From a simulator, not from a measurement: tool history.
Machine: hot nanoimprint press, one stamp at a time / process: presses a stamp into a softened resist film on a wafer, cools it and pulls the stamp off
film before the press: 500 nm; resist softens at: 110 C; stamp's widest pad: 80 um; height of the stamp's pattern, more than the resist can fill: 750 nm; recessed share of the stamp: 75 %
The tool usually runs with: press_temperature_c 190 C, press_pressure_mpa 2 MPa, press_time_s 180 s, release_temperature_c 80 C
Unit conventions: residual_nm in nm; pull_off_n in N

| run | day | press_temperature_c | press_pressure_mpa | press_time_s | release_temperature_c | residual_nm | pull_off_n |
|---|---|---|---|---|---|---|---|
| 1 | 0 | 190 | 2 | 180 | 80 | 298.7 | 289 |
| 2 | 0.875 | 190 | 2 | 180 | 80 | 297.8 | 278 |
| 3 | 1.55 | 190 | 2 | 180 | 80 | 297.8 | 295 |
| 4 | 2.367 | 180 | 2 | 180 | 80 | 370.8 | 307 |
| 5 | 3.192 | 190 | 2 | 180 | 80 | 297.8 | 288 |
| 6 | 4.008 | 190 | 2 | 180 | 80 | 301.4 | 297 |
|  | 4.246 | plate thermocouple calibrated |
| 7 | 5.246 | 179 | 2.58 | 128 | 80 | 381.2 | 293 |
| 8 | 6.125 | 194 | 1.79 | 128 | 80 | 311.9 | 311 |
| 9 | 7.321 | 185 | 2 | 102 | 80 | 385.3 | 301 |
| 10 | 8.208 | 198 | 2 | 180 | 79 | 247.6 | 321 |
| 11 | 9.362 | 194 | 2.25 | 180 | 84 | 262.2 | 282 |

Here are 3 independent what-if runs from the current tool condition. What would each one return?
| A | 9.962 | 188 | 2 | 167 | 88 | ? | ? |
| B | 9.962 | 190 | 2 | 180 | 81 | ? | ? |
| C | 9.962 | 185 | 2.09 | 180 | 76 | ? | ? |

| run | residual_nm | pull_off_n |
|---|---|---|
| A | 323.5 | 260 |
| B | 300 | 317 |
| C | 332.4 | 346 |
Without the tool's hidden state the same runs would have given:
| run | residual_nm | pull_off_n |
|---|---|---|
| A | 317 | 180 |
| B | 293.6 | 220 |
| C | 325.8 | 241 |
